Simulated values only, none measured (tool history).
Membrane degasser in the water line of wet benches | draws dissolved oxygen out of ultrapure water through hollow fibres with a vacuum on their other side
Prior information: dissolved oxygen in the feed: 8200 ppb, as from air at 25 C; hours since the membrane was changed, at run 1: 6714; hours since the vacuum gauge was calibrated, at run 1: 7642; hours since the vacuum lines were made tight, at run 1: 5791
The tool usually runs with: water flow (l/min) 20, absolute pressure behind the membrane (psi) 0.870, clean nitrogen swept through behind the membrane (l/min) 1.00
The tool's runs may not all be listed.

run    hour  water flow (l/min)  absolute pressure behind the membrane (psi)  clean nitrogen swept through behind the membrane (l/min)  hours since the membrane was changed  hours since the vacuum gauge was calibrated  hours since the vacuum lines were made tight  dissolved oxygen in the water behind the degasser (ppb)  pressure that the water loses in the fibres (psi)
  1     0.0                  20                                        0.870                                                      1.00                                  6714                                         7642                                          5791                                                    129.5                                              8.628
  2   169.4                  20                                        0.870                                                      2.07                                  6883                                         7811                                          5960                                                     71.9                                              8.727
      177.2  -- vacuum gauge calibrated
  3   263.1                  20                                        1.379                                                      1.00                                  6976                                           86                                          6053                                                    281.6                                              8.638
  4   334.6                  20                                        0.870                                                      1.00                                  7048                                          157                                          6125                                                    129.2                                              8.688
  5   419.3                  13                                        0.870                                                      1.00                                  7133                                          242                                          6210                                                     85.6                                              5.714
  6   527.8                  20                                        1.932                                                      1.00                                  7241                                          351                                          6318                                                    446.1                                              8.673
  7   675.2                  20                                        1.932                                                      1.00                                  7388                                          498                                          6465                                                    438.3                                              8.707
  8   792.4                  20                                        1.932                                                      1.00                                  7506                                          615                                          6583                                                    425.4                                              8.760
  9   892.2                  20                                        1.932                                                      1.00                                  7605                                          715                                          6682                                                    436.2                                              8.770
 10   988.8                  20                                        1.932                                                      1.00                                  7702                                          812                                          6779                                                    435.3                                              8.753
 11  1058.8                  20                                        1.932                                                      1.18                                  7772                                          882                                          6849                                                    378.9                                              8.707
 12  1201.0                  12                                        1.932                                                      1.18                                  7914                                         1024                                          6991                                                    238.6                                              5.221
 13  1304.5                  12                                        1.932                                                      1.18                                  8018                                         1127                                          7095                                                    239.0                                              5.281
 14  1473.2                  20                                        0.870                                                      1.00                                  8186                                         1296                                          7263                                                    129.0                                              8.704
 15  1562.8                  20                                        0.870                                                      1.00                                  8276                                         1386                                          7353                                                    131.1                                              8.792
 16  1712.0                  20                                        0.870                                                      1.34                                  8425                                         1535                                          7502                                                    102.1                                              8.779
 17  1884.5                  20                                        0.870                                                      1.34                                  8598                                         1707                                          7675                                                    100.9                                              8.765
 18  2019.1                  20                                        0.870                                                      1.34                                  8732                                         1842                                          7809                                                    101.8                                              8.797
 19  2140.0                  20                                        0.870                                                      0.47                                  8853                                         1963                                          7930                                                    235.6                                              8.844
 20  2271.1                  20                                        0.870                                                      0.47                                  8984                                         2094                                          8061                                                    238.6                                              8.736
 21  2420.4                  20                                        0.870                                                      0.47                                  9134                                         2243                                          8211                                                    236.9                                              8.821
 22  2491.5                  20                                        0.870                                                      1.03                                  9205                                         2314                                          8282                                                    127.2                                              8.752
 23  2577.2                  20                                        1.091                                                      1.73                                  9290                                         2400                                          8368                                                    121.8                                              8.782
 24  2669.2                  17                                        0.911                                                      1.73                                  9382                                         2492                                          8459                                                     74.5                                              7.464
 25  2748.2                  22                                        0.911                                                      0.71                                  9461                                         2571                                          8538                                                    202.3                                              9.757
 26  2820.9                  22                                        0.911                                                      0.71                                  9534                                         2644                                          8611                                                    206.1                                              9.686
     2838.1  -- seals of the vacuum lines changed
 27  2917.3                  22                                        0.624                                                      0.92                                  9629                                         2738                                            79                                                     65.8                                              9.713
 28  3049.0                  22                                        0.624                                                      0.92                                  9760                                         2870                                           211                                                     64.3                                              9.761
 29  3173.0                  15                                        0.843                                                      0.54                                  9884                                         2994                                           335                                                    155.5                                              6.654
 30  3267.0                  29                                        0.677                                                      0.51                                  9978                                         3088                                           429                                                    164.0                                             12.778
 31  3405.2                  16                                        0.870                                                      2.61                                 10116                                         3226                                           567                                                     45.9                                              7.085
 32  3568.4                  15                                        1.231                                                      0.73                                 10280                                         3389                                           730                                                    243.9                                              6.663

The logged runs with the hidden state left out (each run's random variation unchanged):
Hidden state at play: membrane still open, %; true pressure behind the membrane over the reading, kPa; air that leaks in behind the membrane, l/min; drift of the gauge itself on oxygen_ppb, %; drift of the gauge itself on loss_of_pressure_kpa, %.
run  pressure that the water loses in the fibres (psi)
  1                                              8.624
  2                                              8.712
  3                                              8.621
  4                                              8.666
  5                                              5.697
  6                                              8.641
  7                                              8.667
  8                                              8.715
  9                                              8.721
 10                                              8.698
 11                                              8.649
 12                                              5.184
 13                                              5.239
 14                                              8.625
 15                                              8.710
 16                                              8.688
 17                                              8.666
 18                                              8.689
 19                                              8.733
 20                                              8.617
 21                                              8.695
 22                                              8.622
 23                                              8.649
 24                                              7.346
 25                                              9.600
 26                                              9.525
 27                                              9.546
 28                                              9.588
 29                                              6.531
 30                                             12.536
 31                                              6.944
 32                                              6.525
dissolved oxygen in the water behind the degasser (ppb): within 0.2 of the measured result in every run.
